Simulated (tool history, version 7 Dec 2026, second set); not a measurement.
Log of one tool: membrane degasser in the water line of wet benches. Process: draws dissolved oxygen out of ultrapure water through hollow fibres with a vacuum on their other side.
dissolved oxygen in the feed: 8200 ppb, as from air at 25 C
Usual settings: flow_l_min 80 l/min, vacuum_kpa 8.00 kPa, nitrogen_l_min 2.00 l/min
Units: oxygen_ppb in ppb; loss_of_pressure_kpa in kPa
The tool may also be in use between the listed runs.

run,hour,flow_l_min,vacuum_kpa,nitrogen_l_min,oxygen_ppb,loss_of_pressure_kpa
1,0.0,80,8.00,2.00,394.1,61.61
2,57.5,80,8.00,2.00,394.6,61.70
3,161.9,80,8.00,2.00,388.1,61.52
4,212.8,80,8.00,2.00,390.5,61.10
5,309.1,80,8.00,2.00,396.0,62.13
6,381.1,80,8.00,2.00,389.1,61.62
7,465.9,80,8.00,2.00,399.0,61.34
8,523.1,80,8.64,2.00,441.3,61.78
9,617.3,80,8.64,2.00,439.9,61.20
10,728.4,102,8.00,2.00,485.7,78.31
11,801.1,102,8.00,2.00,475.8,78.86
12,896.9,80,8.00,2.00,398.2,61.62
13,945.1,58,8.20,3.55,197.7,44.77
14,1047.4,80,6.45,2.83,216.5,62.08
15,1103.4,104,6.46,2.79,275.6,80.01
16,1182.2,49,6.02,1.29,233.6,37.72
17,1250.5,80,8.00,2.21,368.7,62.20
# hour 1279.7: seals of the vacuum lines changed
18,1334.0,72,8.00,2.00,371.5,55.50
19,1401.9,124,17.21,0.80,2360.6,95.83
20,1488.7,61,8.00,2.76,248.3,47.13
21,1582.7,59,10.51,0.96,778.8,45.63
22,1646.1,59,10.51,0.96,788.5,45.46
23,1722.2,95,10.06,2.64,506.2,73.36

The same runs without the tool's hidden state, with the same run-to-run variation:
The hidden state here: membrane still open, %; true pressure behind the membrane over the reading, kPa; air that leaks in behind the membrane, l/min; drift of the gauge itself on oxygen_ppb, %; drift of the gauge itself on loss_of_pressure_kpa, %.
run,oxygen_ppb,loss_of_pressure_kpa
1,375.8,61.13
2,376.0,61.21
3,369.3,61.00
4,371.4,60.58
5,376.2,61.58
6,369.4,61.06
7,378.3,60.75
8,420.8,61.18
9,419.0,60.57
10,460.2,77.48
11,450.3,78.00
12,375.6,60.93
13,184.8,44.26
14,197.6,61.35
15,252.3,79.05
16,210.3,37.26
17,345.8,61.42
18,348.8,54.79
19,2316.6,94.58
20,232.5,46.50
21,746.9,45.00
22,755.8,44.82
23,482.6,72.31

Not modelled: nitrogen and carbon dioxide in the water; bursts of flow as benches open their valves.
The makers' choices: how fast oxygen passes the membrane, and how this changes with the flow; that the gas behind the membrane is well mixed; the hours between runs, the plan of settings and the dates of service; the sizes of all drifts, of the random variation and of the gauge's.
